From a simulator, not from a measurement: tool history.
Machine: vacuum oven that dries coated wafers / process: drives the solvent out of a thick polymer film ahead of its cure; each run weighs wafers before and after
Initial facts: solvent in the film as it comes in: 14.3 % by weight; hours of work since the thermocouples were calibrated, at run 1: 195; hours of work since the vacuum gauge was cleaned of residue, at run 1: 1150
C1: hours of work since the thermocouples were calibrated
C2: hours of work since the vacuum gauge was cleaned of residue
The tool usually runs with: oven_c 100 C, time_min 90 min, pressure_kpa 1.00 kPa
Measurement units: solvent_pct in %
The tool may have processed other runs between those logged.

run 1 day=0.000 | oven_c=100 time_min=90 pressure_kpa=1.00 | C1=195 C2=1150 | solvent_pct=0.78
run 2 day=2.100 | oven_c=100 time_min=90 pressure_kpa=1.00 | C1=221 C2=1176 | solvent_pct=0.78
run 3 day=4.838 | oven_c=100 time_min=90 pressure_kpa=1.00 | C1=254 C2=1209 | solvent_pct=0.78
run 4 day=6.625 | oven_c=100 time_min=90 pressure_kpa=1.00 | C1=276 C2=1231 | solvent_pct=0.75
run 5 day=9.546 | oven_c=100 time_min=109 pressure_kpa=1.00 | C1=312 C2=1267 | solvent_pct=0.53
run 6 day=11.008 | oven_c=100 time_min=129 pressure_kpa=1.00 | C1=330 C2=1285 | solvent_pct=0.38
run 7 day=12.558 | oven_c=100 time_min=90 pressure_kpa=0.56 | C1=349 C2=1304 | solvent_pct=0.66
run 8 day=14.354 | oven_c=100 time_min=90 pressure_kpa=0.56 | C1=371 C2=1326 | solvent_pct=0.65
run 9 day=16.042 | oven_c=100 time_min=90 pressure_kpa=1.00 | C1=392 C2=1347 | solvent_pct=0.74
run 10 day=17.796 | oven_c=100 time_min=90 pressure_kpa=1.00 | C1=414 C2=1369 | solvent_pct=0.75
run 11 day=20.379 | oven_c=100 time_min=90 pressure_kpa=1.00 | C1=445 C2=1400 | solvent_pct=0.74
run 12 day=23.021 | oven_c=97 time_min=90 pressure_kpa=1.00 | C1=478 C2=1433 | solvent_pct=1.15
run 13 day=24.650 | oven_c=97 time_min=90 pressure_kpa=1.00 | C1=498 C2=1453 | solvent_pct=1.15
run 14 day=27.308 | oven_c=97 time_min=90 pressure_kpa=1.00 | C1=531 C2=1486 | solvent_pct=1.13
run 15 day=29.304 | oven_c=97 time_min=90 pressure_kpa=1.00 | C1=555 C2=1510 | solvent_pct=1.12
run 16 day=32.454 | oven_c=97 time_min=90 pressure_kpa=1.00 | C1=594 C2=1549 | solvent_pct=1.10
run 17 day=35.346 | oven_c=97 time_min=90 pressure_kpa=1.00 | C1=629 C2=1584 | solvent_pct=1.11
run 18 day=38.658 | oven_c=97 time_min=90 pressure_kpa=1.00 | C1=670 C2=1625 | solvent_pct=1.11
run 19 day=40.142 | oven_c=97 time_min=90 pressure_kpa=1.00 | C1=688 C2=1643 | solvent_pct=1.08
run 20 day=43.471 | oven_c=97 time_min=90 pressure_kpa=2.49 | C1=729 C2=1684 | solvent_pct=1.45
run 21 day=45.604 | oven_c=110 time_min=90 pressure_kpa=1.00 | C1=755 C2=1710 | solvent_pct=0.19
run 22 day=47.362 | oven_c=100 time_min=90 pressure_kpa=2.72 | C1=777 C2=1732 | solvent_pct=1.06
run 23 day=50.608 | oven_c=97 time_min=90 pressure_kpa=1.73 | C1=817 C2=1772 | solvent_pct=1.23
run 24 day=52.717 | oven_c=97 time_min=90 pressure_kpa=1.23 | C1=843 C2=1798 | solvent_pct=1.12
run 25 day=54.854 | oven_c=97 time_min=90 pressure_kpa=1.23 | C1=869 C2=1824 | solvent_pct=1.10
run 26 day=57.388 | oven_c=97 time_min=90 pressure_kpa=1.23 | C1=900 C2=1855 | solvent_pct=1.09
run 27 day=58.942 | oven_c=97 time_min=90 pressure_kpa=1.23 | C1=919 C2=1874 | solvent_pct=1.10
run 28 day=61.742 | oven_c=97 time_min=90 pressure_kpa=1.23 | C1=954 C2=1909 | solvent_pct=1.09
run 29 day=63.662 | oven_c=109 time_min=90 pressure_kpa=1.23 | C1=977 C2=1932 | solvent_pct=0.28
-- day=65.750 oven's thermocouples calibrated
run 30 day=65.750 | oven_c=111 time_min=145 pressure_kpa=0.56 | C1=0 C2=1957 | solvent_pct=0.15
run 31 day=68.546 | oven_c=111 time_min=145 pressure_kpa=0.56 | C1=34 C2=1991 | solvent_pct=0.14
run 32 day=70.667 | oven_c=111 time_min=145 pressure_kpa=0.56 | C1=60 C2=2017 | solvent_pct=0.14
run 33 day=72.788 | oven_c=111 time_min=145 pressure_kpa=0.56 | C1=86 C2=2043 | solvent_pct=0.14
run 34 day=75.871 | oven_c=109 time_min=90 pressure_kpa=1.44 | C1=124 C2=2081 | solvent_pct=0.32
run 35 day=77.238 | oven_c=109 time_min=90 pressure_kpa=1.44 | C1=141 C2=2098 | solvent_pct=0.33
-- day=80.275 vacuum gauge cleaned of residue and calibrated
run 36 day=80.550 | oven_c=109 time_min=144 pressure_kpa=1.44 | C1=181 C2=3 | solvent_pct=0.27
run 37 day=82.921 | oven_c=103 time_min=66 pressure_kpa=1.64 | C1=210 C2=33 | solvent_pct=0.99
run 38 day=86.283 | oven_c=112 time_min=133 pressure_kpa=1.00 | C1=252 C2=74 | solvent_pct=0.15
run 39 day=88.908 | oven_c=100 time_min=90 pressure_kpa=1.72 | C1=284 C2=106 | solvent_pct=0.86
run 40 day=91.542 | oven_c=100 time_min=90 pressure_kpa=1.72 | C1=316 C2=138 | solvent_pct=0.85
run 41 day=93.633 | oven_c=92 time_min=66 pressure_kpa=1.00 | C1=342 C2=164 | solvent_pct=3.28
run 42 day=95.212 | oven_c=86 time_min=78 pressure_kpa=1.00 | C1=361 C2=184 | solvent_pct=4.46
run 43 day=97.338 | oven_c=101 time_min=72 pressure_kpa=1.00 | C1=387 C2=210 | solvent_pct=0.93

Selected run-to-run steps in solvent_pct, each split into two signed amounts: the part the tool would show with no hidden state at all (from settings, incoming material and random variation), and the remainder, which goes to the hidden state together with any gauge scatter not common to the measured and the hidden-state-free results:
What the log doesn't record here: true wafer temperature over the reading, C; true pressure over the reading, kPa; drift of the gauge itself on solvent_pct, %.
Run 20 -> 21: oven_c 97 -> 110, pressure_kpa 2.49 -> 1.00. solvent_pct -1.26 %: hidden state +0.15, all else -1.41.
Run 28 -> 29: oven_c 97 -> 109. solvent_pct -0.81 %: hidden state +0.19, all else -1.00.
Run 40 -> 41: oven_c 100 -> 92, time_min 90 -> 66, pressure_kpa 1.72 -> 1.00. solvent_pct +2.43 %: hidden state -0.13, all else +2.56.
Run 42 -> 43: oven_c 86 -> 101, time_min 78 -> 72. solvent_pct -3.53 %: hidden state +0.12, all else -3.65.

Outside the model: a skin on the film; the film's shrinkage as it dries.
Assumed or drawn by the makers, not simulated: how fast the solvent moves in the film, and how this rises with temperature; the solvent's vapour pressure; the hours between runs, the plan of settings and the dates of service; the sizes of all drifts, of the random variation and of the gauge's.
